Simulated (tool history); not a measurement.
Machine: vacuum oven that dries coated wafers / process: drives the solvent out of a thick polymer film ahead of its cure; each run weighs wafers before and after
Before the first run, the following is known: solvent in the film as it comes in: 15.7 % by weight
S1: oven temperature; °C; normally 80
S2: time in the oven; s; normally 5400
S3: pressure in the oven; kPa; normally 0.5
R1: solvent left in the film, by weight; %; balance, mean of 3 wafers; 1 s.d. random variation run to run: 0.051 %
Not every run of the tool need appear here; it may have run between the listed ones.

run 1 hour=0 | S1=80 S2=5400 S3=0.5 | R1=1.23
run 2 hour=84.6 | S1=80 S2=5400 S3=0.5 | R1=1.31
run 3 hour=187.8 | S1=80 S2=5400 S3=0.5 | R1=1.34
run 4 hour=256.7 | S1=80 S2=5400 S3=0.5 | R1=1.45
run 5 hour=321.7 | S1=80 S2=5400 S3=0.5 | R1=1.38
run 6 hour=391.7 | S1=80 S2=5400 S3=0.5 | R1=1.25
run 7 hour=443.4 | S1=80 S2=5400 S3=0.5 | R1=1.37
-- hour=461.1 oven's thermocouples calibrated
run 8 hour=505.4 | S1=80 S2=5400 S3=0.5 | R1=1.15
run 9 hour=564.7 | S1=80 S2=5400 S3=0.626 | R1=1.3
run 10 hour=623.6 | S1=80 S2=5400 S3=0.5 | R1=1.14
run 11 hour=687.9 | S1=80 S2=5400 S3=0.882 | R1=1.38
run 12 hour=764.6 | S1=86 S2=5400 S3=0.882 | R1=0.89
-- hour=826.4 vacuum gauge cleaned of residue and calibrated
run 13 hour=881.5 | S1=80 S2=5400 S3=0.5 | R1=0.84
run 14 hour=978.3 | S1=80 S2=5400 S3=0.336 | R1=0.83
run 15 hour=1089.6 | S1=90 S2=2700 S3=0.688 | R1=1.01
run 16 hour=1162.7 | S1=77 S2=2700 S3=0.688 | R1=3.76
run 17 hour=1261.4 | S1=77 S2=2700 S3=0.688 | R1=3.75
run 18 hour=1333.8 | S1=77 S2=5400 S3=0.5 | R1=1.22
run 19 hour=1391.7 | S1=66 S2=7620 S3=1.486 | R1=3.49
run 20 hour=1492.9 | S1=80 S2=9480 S3=1.361 | R1=0.99
run 21 hour=1565.7 | S1=76 S2=5400 S3=0.475 | R1=1.47
run 22 hour=1663.8 | S1=76 S2=5400 S3=0.475 | R1=1.48
run 23 hour=1749.3 | S1=76 S2=5400 S3=0.475 | R1=1.57
run 24 hour=1798.7 | S1=84 S2=3420 S3=0.606 | R1=1.48
run 25 hour=1885 | S1=84 S2=6120 S3=0.517 | R1=0.49
run 26 hour=1970.1 | S1=80 S2=6900 S3=0.5 | R1=0.6
run 27 hour=2017.7 | S1=74 S2=5400 S3=0.334 | R1=1.86
run 28 hour=2133.2 | S1=74 S2=5400 S3=0.334 | R1=1.88

Here are 5 independent what-if runs from the current tool condition. What would each one return?
run A hour=2227.3 | S1=74 S2=5400 S3=0.521 | R1=?
run B hour=2227.3 | S1=76 S2=5400 S3=0.5 | R1=?
run C hour=2227.3 | S1=84 S2=5400 S3=0.52 | R1=?
run D hour=2227.3 | S1=89 S2=5280 S3=0.413 | R1=?
run E hour=2227.3 | S1=90 S2=3360 S3=0.523 | R1=?

run=A R1=1.97
run=B R1=1.59
run=C R1=0.73
run=D R1=0.33
run=E R1=0.8
With no hidden state in the tool, these same runs would have given:
run=A R1=1.6
run=B R1=1.26
run=C R1=0.55
run=D R1=0.21
run=E R1=0.62

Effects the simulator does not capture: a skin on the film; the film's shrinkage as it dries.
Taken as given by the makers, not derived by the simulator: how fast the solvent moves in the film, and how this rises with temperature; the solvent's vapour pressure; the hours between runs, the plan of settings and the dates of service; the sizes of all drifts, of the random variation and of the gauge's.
